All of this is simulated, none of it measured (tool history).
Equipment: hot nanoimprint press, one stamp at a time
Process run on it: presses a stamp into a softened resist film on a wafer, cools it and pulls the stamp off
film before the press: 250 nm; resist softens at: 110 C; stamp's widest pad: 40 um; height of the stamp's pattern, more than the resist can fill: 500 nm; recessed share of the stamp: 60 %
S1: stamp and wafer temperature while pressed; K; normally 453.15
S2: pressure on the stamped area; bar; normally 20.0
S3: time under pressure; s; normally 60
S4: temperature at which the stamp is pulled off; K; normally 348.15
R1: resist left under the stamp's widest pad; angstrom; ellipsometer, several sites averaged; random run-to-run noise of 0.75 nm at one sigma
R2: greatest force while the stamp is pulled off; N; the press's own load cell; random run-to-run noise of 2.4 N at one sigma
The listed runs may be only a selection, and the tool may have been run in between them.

run	hour	S1	S2	S3	S4	R1	R2
1	0.0	453.15	20.0	60	348.15	934	110
2	35.7	453.15	20.0	60	348.15	940	113
3	79.3	453.15	20.0	60	348.15	927	112
4	134.2	453.15	20.0	60	348.15	932	110
5	218.3	453.15	20.0	60	348.15	933	115
6	257.7	453.15	20.0	60	348.15	927	110
7	295.9	460.15	20.0	60	348.15	737	107
8	354.6	460.15	20.0	60	348.15	733	110
9	387.6	460.15	20.0	60	348.15	722	112
10	419.5	453.15	20.0	60	334.15	934	121
11	478.8	453.15	20.0	60	334.15	926	123
12	529.1	453.15	20.0	60	348.15	908	108
13	576.4	453.15	20.0	60	348.15	931	110
14	642.6	453.15	20.0	60	348.15	915	111
15	705.1	453.15	20.0	60	348.15	920	111
16	750.7	453.15	20.0	60	348.15	921	110
17	824.7	453.15	23.5	50	348.15	894	107
18	895.1	456.15	16.6	60	348.15	939	109
19	956.4	456.15	16.6	43	348.15	1045	111
20	1018.3	453.15	20.0	60	337.15	932	117
21	1084.2	462.15	28.0	40	354.15	639	106
22	1152.5	448.15	16.6	60	348.15	1239	116
23	1201.1	464.15	17.0	60	340.15	709	120
24	1269.1	453.15	20.0	60	343.15	917	115
25	1334.2	457.15	19.7	60	348.15	816	113
26	1366.7	457.15	19.7	60	348.15	810	109
27	1421.7	457.15	19.7	60	348.15	826	110
28	1487.3	460.15	28.3	60	335.15	598	125
29	1558.7	453.15	20.0	60	355.15	914	105

Missing from the log above: 8 entries noted between runs. For each, name the pair of listed runs it sits between and say how the tool's hidden condition differs from the listed run just before to the listed run just after:
Run 4 -> run 5: press's hydraulic seals changed and the load cell set to zero (hour 145.4); stamp cleaned and given a new release coat (hour 184.9)
  true temperature over the reading, C: 0.01 -> 0.02; pressure that arrives at the usual setting, %: 99.87 -> 99.99; grip of the stamp's worn release coat, % over a new coat's: 0.9 -> 0.1
Run 11 -> run 12: stamp cleaned and given a new release coat (hour 517.0)
  grip of the stamp's worn release coat, % over a new coat's: 1 -> 0
Run 17 -> run 18: stamp cleaned and given a new release coat (hour 845.7); plate thermocouple calibrated (hour 858.2)
  true temperature over the reading, C: 0.06 -> 0; pressure that arrives at the usual setting, %: 99.93 -> 99.92; grip of the stamp's worn release coat, % over a new coat's: 1 -> 0.1
Run 22 -> run 23: stamp cleaned and given a new release coat (hour 1177.7)
  pressure that arrives at the usual setting, %: 99.9 -> 99.89; grip of the stamp's worn release coat, % over a new coat's: 1 -> 0.1
Run 28 -> run 29: stamp cleaned and given a new release coat (hour 1505.9); press's hydraulic seals changed and the load cell set to zero (hour 1535.1)
  pressure that arrives at the usual setting, %: 99.86 -> 100.01; grip of the stamp's worn release coat, % over a new coat's: 1 -> 0.1
